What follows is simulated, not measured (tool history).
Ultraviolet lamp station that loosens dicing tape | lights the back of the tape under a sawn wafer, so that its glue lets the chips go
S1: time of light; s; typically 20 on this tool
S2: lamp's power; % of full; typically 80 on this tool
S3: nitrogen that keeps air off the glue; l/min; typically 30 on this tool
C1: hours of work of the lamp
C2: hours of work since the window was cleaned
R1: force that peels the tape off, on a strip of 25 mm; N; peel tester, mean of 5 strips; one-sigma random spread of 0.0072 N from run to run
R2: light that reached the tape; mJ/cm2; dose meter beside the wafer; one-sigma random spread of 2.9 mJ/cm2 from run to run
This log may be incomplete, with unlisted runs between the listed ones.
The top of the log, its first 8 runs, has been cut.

| run | hour | S1 | S2 | S3 | C1 | C2 | R1 | R2 |
|---|---|---|---|---|---|---|---|---|
| 9 | 200.8 | 17 | 80 | 30 | 404 | 26 | 0.501 | 326 |
| 10 | 214 | 20 | 80 | 30 | 414 | 36 | 0.38 | 377 |
| 11 | 237.1 | 20 | 80 | 30 | 432 | 53 | 0.396 | 363 |
| 12 | 258.6 | 20 | 72 | 30 | 449 | 70 | 0.52 | 318 |
| 13 | 281.1 | 20 | 87 | 30 | 466 | 87 | 0.333 | 384 |
| 14 | 305.2 | 20 | 87 | 30 | 484 | 105 | 0.373 | 373 |
| 15 | 322.6 | 20 | 87 | 30 | 497 | 119 | 0.387 | 365 |
| 16 | 346.9 | 19 | 73 | 30 | 516 | 137 | 0.704 | 293 |
| 17 | 370.5 | 27 | 80 | 30 | 534 | 155 | 0.233 | 434 |
| 18 | 388.8 | 31 | 83 | 10 | 548 | 169 | 0.358 | 508 |
| 19 | 414.1 | 27 | 78 | 10 | 567 | 189 | 0.647 | 403 |
|  | 434.7 | window cleaned of glue's vapour |
| 20 | 441.6 | 27 | 78 | 10 | 588 | 5 | 0.412 | 482 |
| 21 | 470.7 | 26 | 92 | 15 | 610 | 27 | 0.234 | 533 |
| 22 | 486.5 | 26 | 92 | 15 | 622 | 40 | 0.247 | 532 |
| 23 | 502.1 | 35 | 92 | 30 | 634 | 52 | 0.069 | 697 |
| 24 | 523.3 | 38 | 61 | 9 | 651 | 68 | 0.44 | 497 |
| 25 | 547.2 | 14 | 95 | 30 | 669 | 86 | 0.736 | 279 |
| 26 | 563.3 | 40 | 69 | 55 | 681 | 98 | 0.087 | 573 |
| 27 | 588.1 | 40 | 69 | 55 | 700 | 117 | 0.082 | 559 |
| 28 | 617.3 | 24 | 60 | 30 | 722 | 139 | 0.706 | 283 |
| 29 | 631.9 | 20 | 80 | 15 | 733 | 151 | 0.88 | 307 |
| 30 | 661.2 | 36 | 75 | 48 | 756 | 173 | 0.112 | 508 |

Here are 4 independent what-if runs from the current tool condition. What would each one return?
| A | 679.7 | 18 | 89 | 37 | 770 | 187 | ? | ? |
| B | 679.7 | 12 | 80 | 30 | 770 | 187 | ? | ? |
| C | 679.7 | 30 | 86 | 38 | 770 | 187 | ? | ? |
| D | 679.7 | 36 | 95 | 48 | 770 | 187 | ? | ? |

| run | R1 | R2 |
|---|---|---|
| A | 0.586 | 296 |
| B | 1.652 | 180 |
| C | 0.16 | 477 |
| D | 0.07 | 628 |
With the hidden condition removed and each run's random variation left untouched, the same runs would have given:
| run | R1 | R2 |
|---|---|---|
| A | 0.227 | 427 |
| B | 0.889 | 258 |
| C | 0.073 | 688 |
| D | 0.051 | 907 |
